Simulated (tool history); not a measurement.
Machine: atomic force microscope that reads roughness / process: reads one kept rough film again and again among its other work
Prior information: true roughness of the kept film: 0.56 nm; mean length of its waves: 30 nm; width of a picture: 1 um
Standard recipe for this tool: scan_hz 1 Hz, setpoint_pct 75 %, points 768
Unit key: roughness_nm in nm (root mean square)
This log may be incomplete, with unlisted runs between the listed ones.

run	hour	scan_hz	setpoint_pct	points	roughness_nm
1	0	1	75	768	0.501
2	21.8	1	75	768	0.494
3	36.4	2.14	75	768	0.462
4	52.7	2.14	75	768	0.458
5	72.9	2.14	75	768	0.455
# hour 87.3: new tip fitted
6	87.5	2.14	75	557	0.476
7	106.1	2.14	75	557	0.473
8	116.1	1	75	643	0.503
9	131.8	2.76	61	362	0.496
10	143.4	2.76	61	362	0.493
11	154.8	2.76	89	362	0.388
12	178	3.75	75	586	0.422
13	192	2.22	55	768	0.502
14	205.2	1	85	768	0.469
15	216.3	1	85	469	0.471
# hour 234.8: new tip fitted
16	234.8	3.2	71	722	0.469

Hidden state or all else? Some run-to-run changes of roughness_nm, split into what the settings, what came in and random variation would give without the hidden state, and what is left for the hidden state (with any gauge scatter that isn't in both results):
What the log doesn't record here: radius of the tip, nm; height scale over the true one, %; drift of the gauge itself on roughness_nm, %.
Run 10 -> 11: setpoint_pct 61 -> 89. roughness_nm -0.105 nm (root mean square): hidden state +0, all else -0.105.
Run 15 -> 16: scan_hz 1 -> 3.2, setpoint_pct 85 -> 71, points 469 -> 722, new tip fitted. roughness_nm -0.002 nm (root mean square): hidden state +0.025, all else -0.027.

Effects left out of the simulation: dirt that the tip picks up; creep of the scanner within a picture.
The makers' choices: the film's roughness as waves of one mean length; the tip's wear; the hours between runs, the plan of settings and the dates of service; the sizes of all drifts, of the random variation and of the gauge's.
